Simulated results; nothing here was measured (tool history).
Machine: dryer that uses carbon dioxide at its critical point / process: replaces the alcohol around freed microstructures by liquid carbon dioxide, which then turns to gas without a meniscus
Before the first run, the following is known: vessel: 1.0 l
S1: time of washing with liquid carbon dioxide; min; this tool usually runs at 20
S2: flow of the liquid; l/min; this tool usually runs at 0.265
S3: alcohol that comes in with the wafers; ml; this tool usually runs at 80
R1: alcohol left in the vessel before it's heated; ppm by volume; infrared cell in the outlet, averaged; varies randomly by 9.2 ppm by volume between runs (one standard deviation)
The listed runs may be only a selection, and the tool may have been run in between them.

run,hour,S1,S2,S3,R1
1,0.0,20,0.265,80,779
2,11.4,20,0.265,80,790
3,22.7,20,0.265,80,793
4,30.2,20,0.265,80,824
5,40.6,20,0.265,80,796
6,49.0,20,0.265,80,801
7,59.7,20,0.303,80,438
8,67.2,20,0.303,80,460
9,72.9,29,0.265,80,150
10,80.7,20,0.367,65,171
11,94.3,23,0.265,80,449
12,108.0,23,0.265,80,458
13,119.2,26,0.395,66,79

Run 14 has not been measured yet. What should we expect?
14,129.0,26,0.395,66,?

{"run 14": {"R1": 81}}
Were there no unlogged condition in the tool, this run, its random variation unchanged, would have produced R1 14 ppm by volume.
